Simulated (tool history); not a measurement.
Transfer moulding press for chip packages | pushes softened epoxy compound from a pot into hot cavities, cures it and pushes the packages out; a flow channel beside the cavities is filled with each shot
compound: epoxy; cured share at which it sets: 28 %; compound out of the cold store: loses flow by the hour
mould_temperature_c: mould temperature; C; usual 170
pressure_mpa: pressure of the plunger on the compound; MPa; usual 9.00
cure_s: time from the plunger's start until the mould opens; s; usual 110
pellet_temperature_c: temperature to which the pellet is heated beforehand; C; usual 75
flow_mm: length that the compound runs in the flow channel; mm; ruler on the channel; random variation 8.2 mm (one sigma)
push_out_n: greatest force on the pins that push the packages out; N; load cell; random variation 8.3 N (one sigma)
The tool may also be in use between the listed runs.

run   hour  mould_temperature_c  pressure_mpa  cure_s  pellet_temperature_c  incoming compound's hours out of the cold store  flow_mm  push_out_n
  1    0.0                  170          9.00     110                    75                                             46.2      739         445
  2   33.7                  170          9.00     110                    75                                             42.5      748         553
      43.0  -- cavities cleaned with cleaning compound and waxed
  3   58.5                  170          9.00     110                    75                                             15.3      885         438
  4   87.3                  170          9.00     110                    75                                             33.2      786         522
      97.4  -- mould's thermocouples calibrated
     109.1  -- cavities cleaned with cleaning compound and waxed
  5  116.7                  170          9.00     110                    75                                             15.9      876         395
  6  152.7                  170          9.00     110                    75                                             35.3      771         489
     161.4  -- plunger's sealing rings changed
     176.3  -- cavities cleaned with cleaning compound and waxed
  7  203.1                  170          9.00     125                    75                                             36.8      848         417
  8  234.4                  170          9.00     125                    75                                             21.7      941         497
     241.3  -- cavities cleaned with cleaning compound and waxed
  9  274.1                  170          9.00     125                    75                                             12.3      994         441
 10  298.9                  170          9.00     125                    75                                             27.2      886         492
     303.5  -- cavities cleaned with cleaning compound and waxed
 11  341.4                  170          9.00      96                    75                                              9.4      993         612
     370.1  -- cavities cleaned with cleaning compound and waxed
 12  370.3                  170          9.00      96                    75                                             18.1      952         445
 13  413.7                  170          9.00      96                    75                                             18.0      930         633
     434.5  -- cavities cleaned with cleaning compound and waxed
 14  461.9                  172          9.00     110                    75                                             17.6      923         457
 15  481.9                  165          9.00     110                    84                                             16.9      924         741
     497.5  -- cavities cleaned with cleaning compound and waxed
 16  520.5                  177          9.00     110                    72                                             34.7      816         394
     561.6  -- cavities cleaned with cleaning compound and waxed
 17  566.4                  177          9.00     110                    72                                             20.2      876         348
 18  593.2                  168          7.00     110                    75                                             15.3      823         549
     626.2  -- cavities cleaned with cleaning compound and waxed
 19  633.9                  163          7.17     122                    84                                             34.1      743         485
 20  655.5                  163          7.17     122                    84                                             34.8      721         595
     689.1  -- cavities cleaned with cleaning compound and waxed
 21  695.3                  170         10.50     122                    71                                             10.3      986         355
 22  716.9                  170         10.99      94                    69                                             42.3      839         577
 23  743.6                  170         10.99      94                    69                                             30.8      907         696
     751.9  -- cavities cleaned with cleaning compound and waxed
     770.1  -- mould's thermocouples calibrated
 24  789.5                  163         10.96      92                    67                                             21.0      954        1058
     817.3  -- cavities cleaned with cleaning compound and waxed
 25  839.8                  163         10.96      92                    67                                             32.4      896         972
     866.4  -- plunger's sealing rings changed
 26  872.2                  163         10.96      92                    67                                             42.4      922        1093
     885.3  -- cavities cleaned with cleaning compound and waxed
 27  917.7                  163          9.11     121                    67                                             20.8      963         586

3 ways to go on from here, each from the tool as it stands after run 27. What would each give?
     947.7  -- cavities cleaned with cleaning compound and waxed
  A  960.7                  176          9.11      93                    67                                             30.8        ?           ?
     947.7  -- cavities cleaned with cleaning compound and waxed
  B  960.7                  164          9.11     121                    67                                             21.5        ?           ?
     947.7  -- cavities cleaned with cleaning compound and waxed
  C  960.7                  165         10.39     110                    81                                             47.4        ?           ?

run  flow_mm  push_out_n
  A      866         410
  B      950         478
  C      862         492
Without the tool's hidden state the same runs would have given:
run  flow_mm  push_out_n
  A      878         356
  B      963         413
  C      874         425

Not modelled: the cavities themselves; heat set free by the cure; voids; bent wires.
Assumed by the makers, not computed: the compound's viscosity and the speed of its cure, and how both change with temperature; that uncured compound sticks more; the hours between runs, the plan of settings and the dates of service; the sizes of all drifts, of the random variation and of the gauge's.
